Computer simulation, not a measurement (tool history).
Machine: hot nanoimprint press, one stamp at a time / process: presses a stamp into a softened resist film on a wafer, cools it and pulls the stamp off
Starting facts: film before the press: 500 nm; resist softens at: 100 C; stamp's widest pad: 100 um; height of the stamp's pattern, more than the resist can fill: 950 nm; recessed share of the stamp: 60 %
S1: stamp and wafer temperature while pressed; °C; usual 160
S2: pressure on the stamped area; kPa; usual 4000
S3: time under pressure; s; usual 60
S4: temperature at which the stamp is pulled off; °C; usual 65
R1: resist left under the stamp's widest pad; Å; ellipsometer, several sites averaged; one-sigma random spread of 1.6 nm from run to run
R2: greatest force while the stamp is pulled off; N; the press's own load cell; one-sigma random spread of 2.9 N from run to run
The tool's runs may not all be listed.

run	day	S1	S2	S3	S4	R1	R2
1	0.000	160	4000	60	65	2723	170
2	1.004	160	4000	60	65	2767	170
3	2.846	160	4000	60	60	2718	194
# day 3.875: plate thermocouple calibrated
4	4.462	160	4000	60	60	2657	188
5	6.096	160	4000	60	60	2654	203
6	7.475	160	4000	60	60	2619	203
7	8.850	160	4000	60	60	2661	213
8	9.700	160	4000	60	60	2688	212
9	11.083	160	4000	60	60	2668	206
10	11.867	169	4280	54	69	2056	168
11	13.321	160	2550	112	65	2578	194
12	14.729	160	2550	112	65	2611	193
13	16.308	159	3050	38	59	3479	232
14	17.117	159	3050	38	59	3513	248
15	18.867	159	3050	38	62	3489	227
16	19.954	159	3050	38	62	3490	226
# day 21.738: stamp cleaned and given a new release coat
17	21.875	159	3050	38	62	3469	149
18	23.471	171	4000	39	59	2344	161

5 options for the next run, each taken on its own from the tool as it stands now. Forecast them:
A	24.888	154	4000	57	62	?	?
B	24.888	155	2960	60	65	?	?
C	24.888	171	4000	39	55	?	?
D	24.888	165	4000	71	59	?	?
E	24.888	169	4000	60	69	?	?

run	R1	R2
A	3297	160
B	3489	143
C	2337	177
D	2228	171
E	2110	133
Had the tool no hidden state, the same runs would have come out as:
run	R1	R2
A	3132	150
B	3354	134
C	2199	166
D	2089	160
E	1979	124
